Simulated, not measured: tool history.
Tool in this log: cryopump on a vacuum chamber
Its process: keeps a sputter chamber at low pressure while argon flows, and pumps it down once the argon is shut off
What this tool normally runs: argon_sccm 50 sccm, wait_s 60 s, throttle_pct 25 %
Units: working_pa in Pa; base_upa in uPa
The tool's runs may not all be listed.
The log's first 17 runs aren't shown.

run 18 hour=245.3 | argon_sccm=50 wait_s=60 throttle_pct=25 | working_pa=0.1908 base_upa=1.32
run 19 hour=260.3 | argon_sccm=65 wait_s=45 throttle_pct=35 | working_pa=0.1806 base_upa=1.57
run 20 hour=276.8 | argon_sccm=50 wait_s=60 throttle_pct=16 | working_pa=0.2971 base_upa=1.3
run 21 hour=290.6 | argon_sccm=50 wait_s=60 throttle_pct=16 | working_pa=0.2964 base_upa=1.27
run 22 hour=307.3 | argon_sccm=50 wait_s=60 throttle_pct=46 | working_pa=0.1042 base_upa=1.28
run 23 hour=329.9 | argon_sccm=50 wait_s=60 throttle_pct=46 | working_pa=0.1052 base_upa=1.29
run 24 hour=349.9 | argon_sccm=24 wait_s=60 throttle_pct=25 | working_pa=0.0909 base_upa=1.28
run 25 hour=362 | argon_sccm=24 wait_s=27 throttle_pct=19 | working_pa=0.1199 base_upa=2.43
run 26 hour=381.8 | argon_sccm=62 wait_s=60 throttle_pct=25 | working_pa=0.2361 base_upa=1.29
run 27 hour=393.4 | argon_sccm=62 wait_s=60 throttle_pct=25 | working_pa=0.237 base_upa=1.27
run 28 hour=413 | argon_sccm=62 wait_s=34 throttle_pct=25 | working_pa=0.2388 base_upa=2.02
run 29 hour=432 | argon_sccm=63 wait_s=22 throttle_pct=52 | working_pa=0.1184 base_upa=2.79
run 30 hour=451.8 | argon_sccm=57 wait_s=228 throttle_pct=33 | working_pa=0.1662 base_upa=0.63
run 31 hour=471.2 | argon_sccm=23 wait_s=38 throttle_pct=29 | working_pa=0.0757 base_upa=1.81

What will run 32 give?
run 32 hour=493.1 | argon_sccm=50 wait_s=60 throttle_pct=36 | working_pa=? base_upa=?

Run 32 measured working_pa 0.1333 Pa, base_upa 1.33 uPa.
With no hidden state in the tool, this same run would have given working_pa 0.129 Pa, base_upa 1.1 uPa.
